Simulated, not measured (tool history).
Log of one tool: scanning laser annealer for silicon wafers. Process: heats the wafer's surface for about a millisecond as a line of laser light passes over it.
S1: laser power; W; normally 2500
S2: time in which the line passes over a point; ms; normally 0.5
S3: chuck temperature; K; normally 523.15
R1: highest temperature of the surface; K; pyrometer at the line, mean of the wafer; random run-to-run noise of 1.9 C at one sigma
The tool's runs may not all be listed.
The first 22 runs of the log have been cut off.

run,hour,S1,S2,S3,R1
23,257.3,2510,0.5,523.15,1369.15
24,267.1,2609,0.455,508.15,1348.15
25,283.5,2174,0.455,508.15,1201.15
26,297.6,2174,0.455,508.15,1200.15
27,309.6,2500,0.5,528.15,1372.15
28,321.7,2320,0.424,541.15,1257.15
29,333.6,2198,0.385,516.15,1158.15
30,341.9,2198,0.385,516.15,1160.15
31,357.8,2551,0.368,497.15,1236.15
32,368.7,2551,0.368,497.15,1236.15
33,376.4,2551,0.368,497.15,1236.15
34,384.9,2650,0.483,532.15,1412.15
35,394.9,2500,0.427,523.15,1301.15
36,407,2500,0.572,520.15,1421.15

Below are 5 alternative next runs, each starting from the tool's condition after run 36. Predict each:
A,414.4,2569,0.457,520.15,?
B,414.4,2500,0.572,493.15,?
C,414.4,2342,0.392,523.15,?
D,414.4,2654,0.572,520.15,?
E,414.4,2171,0.5,523.15,?

run,R1
A,1350.15
B,1397.15
C,1220.15
D,1484.15
E,1246.15
Stripped of hidden state, with their random variation kept, the same runs would have yielded:
run,R1
A,1350.15
B,1397.15
C,1220.15
D,1484.15
E,1246.15
